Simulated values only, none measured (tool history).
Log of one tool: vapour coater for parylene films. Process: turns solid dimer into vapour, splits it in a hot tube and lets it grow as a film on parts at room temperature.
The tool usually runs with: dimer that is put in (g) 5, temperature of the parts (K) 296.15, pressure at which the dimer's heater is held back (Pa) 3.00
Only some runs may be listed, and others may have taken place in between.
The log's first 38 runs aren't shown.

run   hour  dimer that is put in (g)  temperature of the parts (K)  pressure at which the dimer's heater is held back (Pa)  hours of work since the trap's valve was overhauled  hours of work since the table's thermometer was calibrated  thickness of the film (um)
 39  564.0                         5                        299.15                                                    3.37                                                  319                                                         518                        1.42
 40  575.6                         5                        299.15                                                    3.37                                                  326                                                         525                        1.42
 41  588.6                         5                        298.15                                                    4.15                                                  334                                                         533                        1.37
 42  603.8                         5                        297.15                                                    4.15                                                  344                                                         543                        1.39
 43  620.3                         5                        296.15                                                   11.33                                                  354                                                         553                        1.11
 44  634.9                         6                        307.15                                                    3.97                                                  363                                                         562                        1.42
 45  647.2                         4                        296.15                                                    3.79                                                  370                                                         569                        1.15
 46  663.7                         5                        296.15                                                    5.34                                                  380                                                         579                        1.32

Below are 4 alternative next runs, each starting from the tool's condition after run 46. Predict each:
  A  676.2                         9                        300.15                                                    7.00                                                  388                                                         587                           ?
  B  676.2                         5                        296.15                                                   10.48                                                  388                                                         587                           ?
  C  676.2                         5                        299.15                                                    3.50                                                  388                                                         587                           ?
  D  676.2                         3                        296.15                                                    5.63                                                  388                                                         587                           ?

run  thickness of the film (um)
  A                        2.12
  B                        1.14
  C                        1.39
  D                        0.77
With the hidden condition removed and each run's random variation left untouched, the same runs would have given:
run  thickness of the film (um)
  A                        2.26
  B                        1.21
  C                        1.48
  D                        0.83
